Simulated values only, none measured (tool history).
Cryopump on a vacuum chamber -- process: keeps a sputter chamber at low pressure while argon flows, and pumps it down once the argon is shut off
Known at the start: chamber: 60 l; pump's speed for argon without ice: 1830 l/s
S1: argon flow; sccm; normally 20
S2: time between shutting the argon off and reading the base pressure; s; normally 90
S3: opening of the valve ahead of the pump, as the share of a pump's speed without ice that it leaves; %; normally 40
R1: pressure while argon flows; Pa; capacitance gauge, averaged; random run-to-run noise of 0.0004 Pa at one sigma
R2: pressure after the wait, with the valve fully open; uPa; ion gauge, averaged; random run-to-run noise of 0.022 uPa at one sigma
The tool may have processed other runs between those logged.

{"run": 1, "hour": 0.0, "S1": 20, "S2": 90, "S3": 40, "R1": 0.0463, "R2": 1.06}
{"run": 2, "hour": 23.2, "S1": 20, "S2": 90, "S3": 40, "R1": 0.0467, "R2": 1.07}
{"run": 3, "hour": 40.3, "S1": 17, "S2": 90, "S3": 40, "R1": 0.0391, "R2": 1.03}
{"run": 4, "hour": 75.8, "S1": 20, "S2": 90, "S3": 40, "R1": 0.0469, "R2": 1.09}
{"run": 5, "hour": 99.0, "S1": 20, "S2": 90, "S3": 40, "R1": 0.0461, "R2": 1.07}
{"run": 6, "hour": 124.5, "S1": 20, "S2": 214, "S3": 40, "R1": 0.0461, "R2": 0.54}
{"run": 7, "hour": 152.5, "S1": 20, "S2": 214, "S3": 40, "R1": 0.0473, "R2": 0.56}
{"run": 8, "hour": 190.7, "S1": 20, "S2": 214, "S3": 40, "R1": 0.0466, "R2": 0.56}
{"run": 9, "hour": 224.6, "S1": 20, "S2": 214, "S3": 40, "R1": 0.0473, "R2": 0.58}
{"run": 10, "hour": 251.1, "S1": 10, "S2": 214, "S3": 40, "R1": 0.0239, "R2": 0.59}
{"run": 11, "hour": 289.4, "S1": 10, "S2": 214, "S3": 40, "R1": 0.0236, "R2": 0.61}
{"run": 12, "hour": 307.6, "S1": 20, "S2": 227, "S3": 27, "R1": 0.0692, "R2": 0.57}
{"run": 13, "hour": 343.7, "S1": 20, "S2": 227, "S3": 27, "R1": 0.0699, "R2": 0.57}
{"run": 14, "hour": 376.6, "S1": 36, "S2": 90, "S3": 40, "R1": 0.0852, "R2": 1.11}
{"run": 15, "hour": 397.2, "S1": 20, "S2": 194, "S3": 40, "R1": 0.0481, "R2": 0.71}
{"run": 16, "hour": 433.7, "S1": 21, "S2": 90, "S3": 40, "R1": 0.05, "R2": 1.15}
{"run": 17, "hour": 452.4, "S1": 21, "S2": 88, "S3": 40, "R1": 0.0495, "R2": 1.14}
{"run": 18, "hour": 491.6, "S1": 25, "S2": 148, "S3": 23, "R1": 0.1026, "R2": 0.8}
{"run": 19, "hour": 528.0, "S1": 25, "S2": 148, "S3": 23, "R1": 0.1017, "R2": 0.78}
{"run": 20, "hour": 566.3, "S1": 14, "S2": 51, "S3": 30, "R1": 0.044, "R2": 1.8}
{"run": 21, "hour": 595.6, "S1": 14, "S2": 236, "S3": 27, "R1": 0.0489, "R2": 0.62}

Difference, measured minus no-hidden-state, one row per run. Run-to-run variation is common to both terms; the gauge's own scatter need not be:
Hidden state at play: pump's speed, % of a pump's without ice; cold plate's temperature, K; leak into the chamber, uPa l/s; drift of the gauge itself on working_pa, %; drift of the gauge itself on base_upa, %.
run=1 R1=+0.0002 R2=+0.01
run=2 R1=+0.0002 R2=+0.01
run=3 R1=+0.0002 R2=+0.02
run=4 R1=+0.0004 R2=+0.03
run=5 R1=+0.0004 R2=+0.02
run=6 R1=+0.0005 R2=+0.03
run=7 R1=+0.0006 R2=+0.04
run=8 R1=+0.0007 R2=+0.04
run=9 R1=+0.0008 R2=+0.05
run=10 R1=+0.0004 R2=+0.05
run=11 R1=+0.0005 R2=+0.05
run=12 R1=+0.0011 R2=+0.06
run=13 R1=+0.0012 R2=+0.06
run=14 R1=+0.0022 R2=+0.07
run=15 R1=+0.0013 R2=+0.08
run=16 R1=+0.0015 R2=+0.08
run=17 R1=+0.0015 R2=+0.08
run=18 R1=+0.0020 R2=+0.09
run=19 R1=+0.0022 R2=+0.09
run=20 R1=+0.0013 R2=+0.10
run=21 R1=+0.0013 R2=+0.10
